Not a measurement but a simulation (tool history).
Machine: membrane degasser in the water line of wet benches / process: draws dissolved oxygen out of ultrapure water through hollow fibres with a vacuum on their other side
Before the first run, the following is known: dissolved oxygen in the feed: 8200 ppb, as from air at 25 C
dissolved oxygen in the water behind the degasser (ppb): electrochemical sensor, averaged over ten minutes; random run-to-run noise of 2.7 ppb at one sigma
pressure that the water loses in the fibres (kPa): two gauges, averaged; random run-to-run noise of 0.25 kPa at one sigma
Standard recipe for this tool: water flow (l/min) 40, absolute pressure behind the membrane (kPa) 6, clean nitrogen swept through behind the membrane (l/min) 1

run,hour,water flow (l/min),absolute pressure behind the membrane (kPa),clean nitrogen swept through behind the membrane (l/min),dissolved oxygen in the water behind the degasser (ppb),pressure that the water loses in the fibres (kPa)
1,0,40,6,1,276.9,68.3
2,112.4,40,6,1,273.8,68.47
3,291.9,37,6,1,251.3,63.04
4,441.3,40,6,1,274.5,68.98
5,565.7,40,4.3,1,149.2,69.1
6,739.7,40,4.3,1,150.8,68.83
7,882.6,40,4.3,1,150.7,68.97
8,1055.9,40,4.3,1,148.4,68.99
9,1208.9,40,6,1,282.2,68.48
10,1305.3,40,6,1,280.4,69.12
11,1447.3,40,6,1,281.9,68.73
12,1590.5,40,6,1,284,69.12
13,1748,55,11.13,1.05,862.3,94.72
14,1825.2,55,11.13,1.05,843.4,94.65
15,1948.4,45,6.25,2.42,211.5,77.8
16,2063.1,45,6.25,2.42,217.9,77.81
17,2182.6,45,6.25,2.42,213.8,78.22
18,2292.2,63,4.84,1,383.1,109.16
19,2473.9,34,8.14,1,380.7,58.79
20,2632.8,34,8.14,1.8,252.2,58.82
21,2786.6,33,6,1,228.7,57.22
22,2918.1,33,7.21,1.74,207.1,57.68

Subtracting, for every run, the result it would have given without the tool's unlogged condition from the measured result gives the following. The same run-to-run variation enters both numbers; the gauge's scatter may not:
The hidden state here: membrane still open, %; true pressure behind the membrane over the reading, kPa; air that leaks in behind the membrane, l/min; drift of the gauge itself on oxygen_ppb, %; drift of the gauge itself on loss_of_pressure_kpa, %.
run,dissolved oxygen in the water behind the degasser (ppb),pressure that the water loses in the fibres (kPa)
1,+6.1,+2.31
2,+6.7,+2.35
3,+6.2,+2.22
4,+8.4,+2.47
5,+9.4,+2.51
6,+10.4,+2.56
7,+11,+2.6
8,+11.7,+2.67
9,+12.2,+2.7
10,+12.7,+2.75
11,+13.4,+2.78
12,+14.2,+2.83
13,+23.5,+3.96
14,+23.4,+3.98
15,+17.9,+3.32
16,+18.8,+3.36
17,+18.9,+3.43
18,+37.6,+4.81
19,+13.8,+2.66
20,+12.9,+2.7
21,+14.5,+2.66
22,+13,+2.71

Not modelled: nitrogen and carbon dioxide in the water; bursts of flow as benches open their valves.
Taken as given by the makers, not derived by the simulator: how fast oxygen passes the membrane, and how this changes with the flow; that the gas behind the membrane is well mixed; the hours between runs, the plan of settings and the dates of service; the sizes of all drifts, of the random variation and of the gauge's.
